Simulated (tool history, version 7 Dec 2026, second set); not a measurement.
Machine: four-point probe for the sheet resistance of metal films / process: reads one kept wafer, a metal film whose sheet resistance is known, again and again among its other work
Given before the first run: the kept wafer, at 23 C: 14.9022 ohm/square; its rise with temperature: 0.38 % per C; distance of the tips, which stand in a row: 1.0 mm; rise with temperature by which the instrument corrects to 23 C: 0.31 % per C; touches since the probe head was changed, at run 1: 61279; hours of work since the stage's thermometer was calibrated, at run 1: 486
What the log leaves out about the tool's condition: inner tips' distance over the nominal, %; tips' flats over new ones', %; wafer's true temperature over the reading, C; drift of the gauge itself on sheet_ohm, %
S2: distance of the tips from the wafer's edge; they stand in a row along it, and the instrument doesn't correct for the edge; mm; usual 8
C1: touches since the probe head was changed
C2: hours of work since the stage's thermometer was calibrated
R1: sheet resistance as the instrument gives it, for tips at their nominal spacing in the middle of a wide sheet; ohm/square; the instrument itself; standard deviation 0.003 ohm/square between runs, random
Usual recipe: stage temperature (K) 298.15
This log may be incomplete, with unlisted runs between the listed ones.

run 1 day=0 | stage_temperature_(K)=298.15 S2=8 | C1=61279 C2=486 | R1=14.984834
run 2 day=0.8 | stage_temperature_(K)=298.15 S2=8 | C1=61818 C2=495 | R1=14.979883
run 3 day=2.208 | stage_temperature_(K)=298.15 S2=8 | C1=62768 C2=511 | R1=14.983269
run 4 day=3.683 | stage_temperature_(K)=298.15 S2=8 | C1=63764 C2=527 | R1=14.978774
run 5 day=4.417 | stage_temperature_(K)=298.15 S2=8 | C1=64259 C2=536 | R1=14.975326
run 6 day=5.842 | stage_temperature_(K)=298.15 S2=8 | C1=65221 C2=552 | R1=14.979248
run 7 day=6.896 | stage_temperature_(K)=298.15 S2=8 | C1=65934 C2=563 | R1=14.978672
run 8 day=8.025 | stage_temperature_(K)=302.15 S2=8 | C1=66696 C2=576 | R1=15.01491
run 9 day=8.742 | stage_temperature_(K)=298.15 S2=8 | C1=67180 C2=584 | R1=14.9774
-- day=8.85 stage's thermometer calibrated
run 10 day=9.433 | stage_temperature_(K)=298.15 S2=8 | C1=67631 C2=7 | R1=14.972467
run 11 day=10.454 | stage_temperature_(K)=293.15 S2=8 | C1=68321 C2=18 | R1=14.910542
run 12 day=11.408 | stage_temperature_(K)=293.15 S2=22 | C1=68963 C2=29 | R1=14.801683
run 13 day=12.617 | stage_temperature_(K)=298.15 S2=39 | C1=69781 C2=42 | R1=14.847247
-- day=13.779 stage's thermometer calibrated, once more
run 14 day=13.992 | stage_temperature_(K)=298.15 S2=24 | C1=70693 C2=2 | R1=14.866071
run 15 day=15.262 | stage_temperature_(K)=291.15 S2=17 | C1=71553 C2=17 | R1=14.802166
run 16 day=16.308 | stage_temperature_(K)=291.15 S2=17 | C1=72257 C2=28 | R1=14.801361
run 17 day=16.938 | stage_temperature_(K)=296.15 S2=40 | C1=72682 C2=35 | R1=14.828932
run 18 day=18.192 | stage_temperature_(K)=296.15 S2=40 | C1=73527 C2=49 | R1=14.829745
run 19 day=19.133 | stage_temperature_(K)=293.15 S2=16 | C1=74162 C2=60 | R1=14.82416
run 20 day=19.796 | stage_temperature_(K)=293.15 S2=16 | C1=74609 C2=67 | R1=14.8206
run 21 day=21.075 | stage_temperature_(K)=297.15 S2=28 | C1=75474 C2=81 | R1=14.841537
run 22 day=22.504 | stage_temperature_(K)=297.15 S2=28 | C1=76437 C2=97 | R1=14.846023
run 23 day=23.883 | stage_temperature_(K)=297.15 S2=28 | C1=77370 C2=113 | R1=14.83977
run 24 day=25.162 | stage_temperature_(K)=292.15 S2=71 | C1=78232 C2=127 | R1=14.778232
run 25 day=26.683 | stage_temperature_(K)=292.15 S2=71 | C1=79260 C2=144 | R1=14.773054
run 26 day=28.008 | stage_temperature_(K)=292.15 S2=71 | C1=80152 C2=159 | R1=14.775417
run 27 day=29.271 | stage_temperature_(K)=305.15 S2=19 | C1=81007 C2=173 | R1=14.924086
run 28 day=30.617 | stage_temperature_(K)=298.15 S2=20 | C1=81913 C2=188 | R1=14.847423

4 options for the next run, each taken on its own from the tool as it stands now. Forecast them:
run A day=31.792 | stage_temperature_(K)=300.15 S2=7 | C1=82707 C2=201 | R1=?
run B day=31.792 | stage_temperature_(K)=307.15 S2=70 | C1=82707 C2=201 | R1=?
run C day=31.792 | stage_temperature_(K)=298.15 S2=8 | C1=82707 C2=201 | R1=?
run D day=31.792 | stage_temperature_(K)=305.15 S2=8 | C1=82707 C2=201 | R1=?

run=A R1=15.017995
run=B R1=14.925199
run=C R1=14.952409
run=D R1=15.034048
The same runs, with their run-to-run variation unchanged, on a tool lacking any hidden condition would have given:
run=A R1=15.109368
run=B R1=15.016051
run=C R1=15.04341
run=D R1=15.125514

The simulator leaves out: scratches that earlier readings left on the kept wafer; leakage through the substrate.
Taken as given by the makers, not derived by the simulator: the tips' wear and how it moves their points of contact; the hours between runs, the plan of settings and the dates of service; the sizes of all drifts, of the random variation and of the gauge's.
